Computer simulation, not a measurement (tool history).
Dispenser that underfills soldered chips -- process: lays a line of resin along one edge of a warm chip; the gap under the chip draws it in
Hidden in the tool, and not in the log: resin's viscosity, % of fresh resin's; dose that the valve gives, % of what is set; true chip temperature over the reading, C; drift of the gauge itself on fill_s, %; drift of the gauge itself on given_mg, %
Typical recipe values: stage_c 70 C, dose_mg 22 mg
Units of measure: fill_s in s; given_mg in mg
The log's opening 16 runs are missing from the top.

run,hour,stage_c,dose_mg,hours of work since the syringe was changed,hours of work since the valve was cleaned,hours of work since the stage was calibrated,fill_s,given_mg
17,106.5,66,22,8,106,157,101.3,20.62
# hour 107.2: new syringe of resin
18,111.6,70,25.9,3,109,160,66.5,23.94
19,117.3,60,24.3,7,113,164,129.8,22.52
# hour 120.2: new syringe of resin
20,123.1,64,22.1,2,116,168,86.8,20.64
21,128.6,64,22.1,6,120,171,101,20.46
# hour 132.6: new syringe of resin
22,132.7,67,28.1,0,123,174,68.4,25.94
23,139.1,67,28.1,4,127,178,80.8,26.15
24,143.7,73,27.1,8,130,182,68.7,24.78
# hour 145.4: new syringe of resin
# hour 150.9: dispensing valve cleaned and set on the balance
25,151.3,73,27.1,3,0,186,57.2,27.19
26,155.9,73,27.1,6,3,189,65.3,27.01
# hour 159.3: new syringe of resin
27,165.2,73,27.1,4,9,195,59.1,27.24
28,169.3,73,27.1,7,12,198,66.6,26.73
# hour 171.9: new syringe of resin
29,178.1,70,25.9,4,18,204,68.1,25.58
# hour 184.8: new syringe of resin
30,187.1,70,25.9,2,24,209,60.2,25.59
31,196.2,64,20.8,8,30,216,109,20.58
# hour 197.8: new syringe of resin
32,203.1,64,22.6,4,35,220,93.1,21.99
# hour 210.6: new syringe of resin
33,210.7,64,22.6,0,40,225,80.2,21.9
34,215.8,64,22.6,4,43,229,91.5,21.99
35,220.2,66,22,7,46,232,93.9,21.33

Consider 4 possible next runs. They are alternatives, not a sequence: every one starts from the tool as it was left by run 35. What does each give?
# hour 223.2: new syringe of resin
A,225.1,60,27.9,1,49,235,?,?
# hour 223.2: new syringe of resin
B,225.1,66,20.9,1,49,235,?,?
# hour 223.2: new syringe of resin
C,225.1,75,23.3,1,49,235,?,?
# hour 223.2: new syringe of resin
D,225.1,83,22,1,49,235,?,?

run,fill_s,given_mg
A,99.3,27.15
B,80.2,20.16
C,48.4,22.55
D,35,21.32
Stripped of hidden state, with their random variation kept, the same runs would have yielded:
run,fill_s,given_mg
A,98.6,27.99
B,78.9,20.78
C,47.6,23.25
D,34.3,21.99
